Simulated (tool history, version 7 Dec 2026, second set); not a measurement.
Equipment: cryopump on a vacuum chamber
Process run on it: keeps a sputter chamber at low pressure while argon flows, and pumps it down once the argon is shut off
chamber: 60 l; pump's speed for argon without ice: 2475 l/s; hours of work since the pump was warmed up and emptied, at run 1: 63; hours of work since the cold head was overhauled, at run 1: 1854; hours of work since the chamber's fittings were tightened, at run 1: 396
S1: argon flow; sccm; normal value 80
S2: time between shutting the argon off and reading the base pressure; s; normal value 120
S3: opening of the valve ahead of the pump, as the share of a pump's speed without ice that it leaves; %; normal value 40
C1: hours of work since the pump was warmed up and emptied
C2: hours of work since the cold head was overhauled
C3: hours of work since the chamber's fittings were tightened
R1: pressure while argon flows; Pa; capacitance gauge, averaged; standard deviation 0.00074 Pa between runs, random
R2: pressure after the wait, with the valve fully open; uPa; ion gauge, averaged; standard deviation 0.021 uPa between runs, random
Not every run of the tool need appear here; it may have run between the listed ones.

run,hour,S1,S2,S3,C1,C2,C3,R1,R2
1,0.0,80,120,40,63,1854,396,0.1389,0.52
2,41.0,80,120,59,94,1885,427,0.0981,0.57
3,108.9,80,120,59,146,1937,478,0.0986,0.57
4,166.6,80,80,59,190,1981,522,0.0995,0.74
5,207.2,80,120,40,221,2012,553,0.1462,0.61
6,260.4,159,120,40,261,2052,594,0.2910,0.67
7,333.2,159,120,40,317,2108,649,0.2934,0.70
8,389.9,159,120,25,360,2151,692,0.4626,0.71
9,451.2,80,120,40,407,2197,739,0.1544,0.73
10,486.6,80,120,40,434,2224,766,0.1532,0.76
11,553.7,146,120,40,485,2275,817,0.2854,0.81
# hour 624.4: pump warmed up, emptied and cooled again
12,634.6,146,120,37,8,2333,875,0.2730,0.76
13,670.7,146,120,37,35,2361,902,0.2753,0.72
14,707.2,146,120,37,63,2388,930,0.2790,0.72
15,764.0,80,120,40,106,2432,973,0.1412,0.76
16,839.3,80,179,40,164,2489,1031,0.1435,0.71
17,915.4,53,120,40,221,2547,1088,0.0961,0.83
18,961.5,53,120,40,257,2582,1123,0.0968,0.90
19,1030.3,80,134,24,309,2634,1176,0.2397,0.87
20,1074.8,95,157,26,343,2668,1210,0.2652,0.82
21,1125.2,95,157,26,381,2707,1248,0.2697,0.91
22,1187.1,80,120,26,428,2754,1295,0.2282,1.05
23,1242.8,80,120,46,471,2796,1338,0.1381,1.04
24,1306.5,80,30,50,519,2845,1386,0.1317,1.81
# hour 1333.2: pump warmed up, emptied and cooled again
25,1375.7,80,120,47,32,2893,1435,0.1183,0.90
26,1417.5,80,120,47,64,2925,1467,0.1189,0.92
27,1493.5,102,120,36,122,2983,1525,0.1985,0.98
28,1568.1,80,56,47,179,3040,1581,0.1217,1.26
29,1624.8,65,56,25,222,3083,1625,0.1848,1.34
30,1700.5,65,56,25,280,3141,1682,0.1854,1.35
31,1775.0,80,120,28,336,3197,1739,0.2103,1.13
32,1840.7,41,120,40,386,3247,1789,0.0779,1.17
33,1879.7,56,120,40,416,3277,1819,0.1068,1.20

Each row is a separate what-if for the run after 33, all from the same tool condition, not one after another. Results?
A,1945.8,80,109,40,466,3327,1869,?,?
B,1945.8,147,44,19,466,3327,1869,?,?
C,1945.8,74,65,44,466,3327,1869,?,?
D,1945.8,116,71,40,466,3327,1869,?,?

run,R1,R2
A,0.1554,1.38
B,0.5683,1.72
C,0.1322,1.46
D,0.2269,1.40
Stripped of hidden state, with their random variation kept, the same runs would have yielded:
run,R1,R2
A,0.1364,0.46
B,0.5332,0.83
C,0.1147,0.58
D,0.1993,0.53
